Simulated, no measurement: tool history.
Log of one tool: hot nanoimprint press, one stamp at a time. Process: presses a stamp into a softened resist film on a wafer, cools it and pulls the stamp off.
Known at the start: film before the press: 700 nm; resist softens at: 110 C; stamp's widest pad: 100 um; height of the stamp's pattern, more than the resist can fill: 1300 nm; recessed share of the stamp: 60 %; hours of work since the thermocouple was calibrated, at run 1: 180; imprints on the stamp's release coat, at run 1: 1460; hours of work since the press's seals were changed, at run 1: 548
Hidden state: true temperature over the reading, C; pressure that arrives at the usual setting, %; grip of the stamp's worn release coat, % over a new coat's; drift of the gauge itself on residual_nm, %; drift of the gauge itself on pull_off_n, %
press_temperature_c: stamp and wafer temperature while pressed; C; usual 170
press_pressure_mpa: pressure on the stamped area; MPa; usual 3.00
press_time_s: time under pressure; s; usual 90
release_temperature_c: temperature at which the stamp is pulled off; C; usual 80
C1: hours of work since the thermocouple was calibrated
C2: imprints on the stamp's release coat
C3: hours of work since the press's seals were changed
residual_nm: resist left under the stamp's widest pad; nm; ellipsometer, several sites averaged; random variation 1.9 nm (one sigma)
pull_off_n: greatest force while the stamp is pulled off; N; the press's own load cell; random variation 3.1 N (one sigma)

{"run": 1, "hour": 0.0, "press_temperature_c": 170, "press_pressure_mpa": 3.0, "press_time_s": 90, "release_temperature_c": 80, "C1": 180, "C2": 1460, "C3": 548, "residual_nm": 318.2, "pull_off_n": 188}
{"run": 2, "hour": 72.1, "press_temperature_c": 158, "press_pressure_mpa": 3.0, "press_time_s": 90, "release_temperature_c": 80, "C1": 220, "C2": 1720, "C3": 589, "residual_nm": 556.2, "pull_off_n": 190}
{"hour": 110.7, "done": "stamp cleaned and given a new release coat"}
{"hour": 118.7, "done": "press's hydraulic seals changed and the load cell set to zero"}
{"run": 3, "hour": 140.4, "press_temperature_c": 158, "press_pressure_mpa": 3.0, "press_time_s": 90, "release_temperature_c": 80, "C1": 251, "C2": 78, "C3": 12, "residual_nm": 549.2, "pull_off_n": 155}
{"run": 4, "hour": 210.7, "press_temperature_c": 170, "press_pressure_mpa": 3.0, "press_time_s": 90, "release_temperature_c": 80, "C1": 291, "C2": 331, "C3": 52, "residual_nm": 315.9, "pull_off_n": 160}
{"run": 5, "hour": 263.0, "press_temperature_c": 170, "press_pressure_mpa": 3.0, "press_time_s": 90, "release_temperature_c": 80, "C1": 320, "C2": 519, "C3": 81, "residual_nm": 317.6, "pull_off_n": 160}
{"run": 6, "hour": 317.1, "press_temperature_c": 170, "press_pressure_mpa": 2.13, "press_time_s": 90, "release_temperature_c": 80, "C1": 351, "C2": 714, "C3": 112, "residual_nm": 368.6, "pull_off_n": 167}
{"run": 7, "hour": 349.7, "press_temperature_c": 162, "press_pressure_mpa": 3.0, "press_time_s": 90, "release_temperature_c": 80, "C1": 369, "C2": 832, "C3": 130, "residual_nm": 481.9, "pull_off_n": 165}
{"run": 8, "hour": 403.8, "press_temperature_c": 162, "press_pressure_mpa": 3.0, "press_time_s": 90, "release_temperature_c": 80, "C1": 400, "C2": 1026, "C3": 161, "residual_nm": 484.2, "pull_off_n": 168}
{"run": 9, "hour": 434.2, "press_temperature_c": 170, "press_pressure_mpa": 3.0, "press_time_s": 108, "release_temperature_c": 80, "C1": 417, "C2": 1136, "C3": 178, "residual_nm": 300.9, "pull_off_n": 176}
{"run": 10, "hour": 479.3, "press_temperature_c": 170, "press_pressure_mpa": 3.0, "press_time_s": 90, "release_temperature_c": 80, "C1": 442, "C2": 1298, "C3": 203, "residual_nm": 326.1, "pull_off_n": 179}
{"run": 11, "hour": 512.5, "press_temperature_c": 170, "press_pressure_mpa": 3.0, "press_time_s": 90, "release_temperature_c": 80, "C1": 461, "C2": 1418, "C3": 222, "residual_nm": 328.2, "pull_off_n": 180}
{"run": 12, "hour": 584.6, "press_temperature_c": 170, "press_pressure_mpa": 3.0, "press_time_s": 62, "release_temperature_c": 80, "C1": 502, "C2": 1677, "C3": 263, "residual_nm": 378.4, "pull_off_n": 186}
{"hour": 610.2, "done": "plate thermocouple calibrated"}
{"hour": 636.5, "done": "stamp cleaned and given a new release coat"}
{"run": 13, "hour": 637.3, "press_temperature_c": 170, "press_pressure_mpa": 3.0, "press_time_s": 62, "release_temperature_c": 80, "C1": 12, "C2": 4, "C3": 288, "residual_nm": 388.2, "pull_off_n": 151}
{"run": 14, "hour": 686.7, "press_temperature_c": 170, "press_pressure_mpa": 3.0, "press_time_s": 62, "release_temperature_c": 80, "C1": 40, "C2": 181, "C3": 315, "residual_nm": 384.4, "pull_off_n": 160}
{"run": 15, "hour": 722.5, "press_temperature_c": 170, "press_pressure_mpa": 3.0, "press_time_s": 90, "release_temperature_c": 80, "C1": 60, "C2": 310, "C3": 336, "residual_nm": 338.3, "pull_off_n": 160}
{"run": 16, "hour": 796.7, "press_temperature_c": 170, "press_pressure_mpa": 3.0, "press_time_s": 90, "release_temperature_c": 80, "C1": 102, "C2": 577, "C3": 377, "residual_nm": 344.6, "pull_off_n": 166}
{"run": 17, "hour": 854.1, "press_temperature_c": 169, "press_pressure_mpa": 4.31, "press_time_s": 111, "release_temperature_c": 82, "C1": 134, "C2": 784, "C3": 410, "residual_nm": 290.2, "pull_off_n": 164}
{"run": 18, "hour": 898.6, "press_temperature_c": 161, "press_pressure_mpa": 1.84, "press_time_s": 90, "release_temperature_c": 80, "C1": 159, "C2": 944, "C3": 435, "residual_nm": 573.7, "pull_off_n": 173}
{"run": 19, "hour": 940.7, "press_temperature_c": 170, "press_pressure_mpa": 2.05, "press_time_s": 171, "release_temperature_c": 80, "C1": 183, "C2": 1096, "C3": 459, "residual_nm": 316.7, "pull_off_n": 179}
{"run": 20, "hour": 987.7, "press_temperature_c": 158, "press_pressure_mpa": 2.12, "press_time_s": 50, "release_temperature_c": 80, "C1": 210, "C2": 1265, "C3": 485, "residual_nm": 644.3, "pull_off_n": 180}
{"hour": 1024.7, "done": "plate thermocouple calibrated, once more"}
{"run": 21, "hour": 1058.5, "press_temperature_c": 160, "press_pressure_mpa": 2.12, "press_time_s": 149, "release_temperature_c": 80, "C1": 19, "C2": 1509, "C3": 523, "residual_nm": 487.6, "pull_off_n": 178}
{"run": 22, "hour": 1109.5, "press_temperature_c": 160, "press_pressure_mpa": 4.36, "press_time_s": 110, "release_temperature_c": 80, "C1": 48, "C2": 1692, "C3": 552, "residual_nm": 435.4, "pull_off_n": 184}
{"hour": 1154.8, "done": "stamp cleaned and given a new release coat"}
{"run": 23, "hour": 1176.4, "press_temperature_c": 170, "press_pressure_mpa": 4.54, "press_time_s": 90, "release_temperature_c": 77, "C1": 82, "C2": 77, "C3": 587, "residual_nm": 259.4, "pull_off_n": 156}
{"hour": 1215.9, "done": "press's hydraulic seals changed and the load cell set to zero"}
{"run": 24, "hour": 1254.9, "press_temperature_c": 170, "press_pressure_mpa": 4.54, "press_time_s": 90, "release_temperature_c": 77, "C1": 122, "C2": 331, "C3": 22, "residual_nm": 258.3, "pull_off_n": 165}
{"run": 25, "hour": 1297.0, "press_temperature_c": 177, "press_pressure_mpa": 4.2, "press_time_s": 90, "release_temperature_c": 81, "C1": 146, "C2": 483, "C3": 46, "residual_nm": 180.5, "pull_off_n": 154}
{"run": 26, "hour": 1358.8, "press_temperature_c": 177, "press_pressure_mpa": 3.01, "press_time_s": 150, "release_temperature_c": 78, "C1": 181, "C2": 705, "C3": 81, "residual_nm": 165.9, "pull_off_n": 177}
{"run": 27, "hour": 1424.7, "press_temperature_c": 177, "press_pressure_mpa": 3.01, "press_time_s": 150, "release_temperature_c": 78, "C1": 218, "C2": 942, "C3": 118, "residual_nm": 165.8, "pull_off_n": 173}
{"run": 28, "hour": 1487.0, "press_temperature_c": 177, "press_pressure_mpa": 3.01, "press_time_s": 150, "release_temperature_c": 78, "C1": 253, "C2": 1167, "C3": 153, "residual_nm": 168.8, "pull_off_n": 177}
{"run": 29, "hour": 1552.6, "press_temperature_c": 176, "press_pressure_mpa": 2.51, "press_time_s": 81, "release_temperature_c": 80, "C1": 290, "C2": 1403, "C3": 190, "residual_nm": 254.2, "pull_off_n": 188}

5 ways to go on from here, each from the tool as it stands after run 29. What would each give?
{"run": "A", "hour": 1625.2, "press_temperature_c": 170, "press_pressure_mpa": 1.91, "press_time_s": 170, "release_temperature_c": 82, "C1": 331, "C2": 1664, "C3": 231, "residual_nm": "?", "pull_off_n": "?"}
{"run": "B", "hour": 1625.2, "press_temperature_c": 176, "press_pressure_mpa": 2.51, "press_time_s": 71, "release_temperature_c": 80, "C1": 331, "C2": 1664, "C3": 231, "residual_nm": "?", "pull_off_n": "?"}
{"run": "C", "hour": 1625.2, "press_temperature_c": 170, "press_pressure_mpa": 3.0, "press_time_s": 134, "release_temperature_c": 80, "C1": 331, "C2": 1664, "C3": 231, "residual_nm": "?", "pull_off_n": "?"}
{"run": "D", "hour": 1625.2, "press_temperature_c": 179, "press_pressure_mpa": 2.51, "press_time_s": 81, "release_temperature_c": 80, "C1": 331, "C2": 1664, "C3": 231, "residual_nm": "?", "pull_off_n": "?"}
{"run": "E", "hour": 1625.2, "press_temperature_c": 159, "press_pressure_mpa": 3.0, "press_time_s": 90, "release_temperature_c": 80, "C1": 331, "C2": 1664, "C3": 231, "residual_nm": "?", "pull_off_n": "?"}

run=A residual_nm=296.3 pull_off_n=189
run=B residual_nm=271.9 pull_off_n=182
run=C residual_nm=273.3 pull_off_n=183
run=D residual_nm=218.7 pull_off_n=187
run=E residual_nm=536.9 pull_off_n=182
Without the tool's hidden state the same runs would have given:
run=A residual_nm=282.2 pull_off_n=149
run=B residual_nm=259.3 pull_off_n=143
run=C residual_nm=259.3 pull_off_n=143
run=D residual_nm=208.4 pull_off_n=147
run=E residual_nm=520.4 pull_off_n=143

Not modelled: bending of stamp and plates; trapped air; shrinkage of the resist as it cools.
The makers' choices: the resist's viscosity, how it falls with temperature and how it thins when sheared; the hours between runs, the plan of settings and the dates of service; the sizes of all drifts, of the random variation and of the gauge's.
